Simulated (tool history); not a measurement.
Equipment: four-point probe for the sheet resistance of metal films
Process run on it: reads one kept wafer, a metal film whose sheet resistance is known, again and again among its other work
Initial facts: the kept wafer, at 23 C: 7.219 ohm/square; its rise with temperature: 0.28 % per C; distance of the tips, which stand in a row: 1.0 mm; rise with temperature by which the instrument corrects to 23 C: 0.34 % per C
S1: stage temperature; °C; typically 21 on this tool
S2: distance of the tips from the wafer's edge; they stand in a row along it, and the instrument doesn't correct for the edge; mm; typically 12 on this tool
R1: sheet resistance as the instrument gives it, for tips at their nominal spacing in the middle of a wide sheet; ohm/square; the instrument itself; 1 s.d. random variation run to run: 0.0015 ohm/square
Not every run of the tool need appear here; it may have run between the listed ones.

| run | day | S1 | S2 | R1 |
|---|---|---|---|---|
| 1 | 0 | 21 | 12 | 7.260197 |
| 2 | 0.533 | 18 | 12 | 7.271919 |
| 3 | 1.083 | 30 | 12 | 7.220862 |
| 4 | 1.838 | 19 | 12 | 7.270534 |
| 5 | 2.546 | 21 | 12 | 7.263643 |
| 6 | 3.1 | 21 | 12 | 7.259528 |
| 7 | 3.688 | 21 | 12 | 7.25886 |
| 8 | 4.579 | 21 | 12 | 7.26102 |
| 9 | 5.271 | 21 | 26 | 7.236457 |
| 10 | 5.729 | 21 | 12 | 7.258301 |
| 11 | 6.779 | 24 | 12 | 7.246394 |
| 12 | 7.712 | 21 | 5 | 7.384139 |
| 13 | 8.458 | 29 | 12 | 7.222738 |
| 14 | 9.275 | 29 | 50 | 7.199396 |
| 15 | 10.104 | 29 | 45 | 7.197937 |
| 16 | 10.796 | 21 | 8 | 7.290115 |
| 17 | 11.329 | 21 | 12 | 7.256516 |
| 18 | 12.433 | 21 | 12 | 7.259263 |
| 19 | 13.258 | 21 | 12 | 7.257277 |
| 20 | 13.708 | 21 | 12 | 7.254879 |
| 21 | 14.642 | 18 | 12 | 7.269011 |
| 22 | 15.492 | 18 | 12 | 7.270562 |
| 23 | 16.254 | 25 | 12 | 7.238089 |
| 24 | 17.117 | 20 | 5 | 7.386383 |
| 25 | 17.679 | 19 | 4 | 7.471852 |
| 26 | 18.188 | 27 | 54 | 7.204348 |
| 27 | 19.192 | 27 | 54 | 7.204909 |
| 28 | 19.738 | 32 | 15 | 7.197052 |
| 29 | 20.308 | 24 | 18 | 7.225442 |
| 30 | 21.342 | 30 | 12 | 7.214325 |
| 31 | 21.962 | 30 | 12 | 7.214284 |
| 32 | 22.525 | 25 | 59 | 7.210402 |
| 33 | 23.612 | 25 | 59 | 7.208677 |
| 34 | 24.308 | 25 | 59 | 7.209749 |
| 35 | 25.229 | 23 | 5 | 7.37156 |
| 36 | 26.079 | 31 | 12 | 7.211067 |
| 37 | 27.117 | 29 | 19 | 7.198568 |
| 38 | 27.938 | 29 | 19 | 7.200474 |
| 39 | 28.462 | 29 | 19 | 7.19905 |
| 40 | 29.142 | 26 | 12 | 7.229846 |
| 41 | 29.7 | 35 | 22 | 7.171543 |
| 42 | 30.438 | 21 | 53 | 7.224465 |
| 43 | 31.446 | 21 | 53 | 7.224715 |

Predict each of these 3 candidate next runs independently; none follows another, all start after run 43:
| A | 32.1 | 25 | 13 | ? |
| B | 32.1 | 23 | 41 | ? |
| C | 32.1 | 21 | 9 | ? |

| run | R1 |
|---|---|
| A | 7.227134 |
| B | 7.216672 |
| C | 7.271241 |
The same runs, with their run-to-run variation unchanged, on a tool lacking any hidden condition would have given:
| run | R1 |
|---|---|
| A | 7.231704 |
| B | 7.221254 |
| C | 7.275878 |
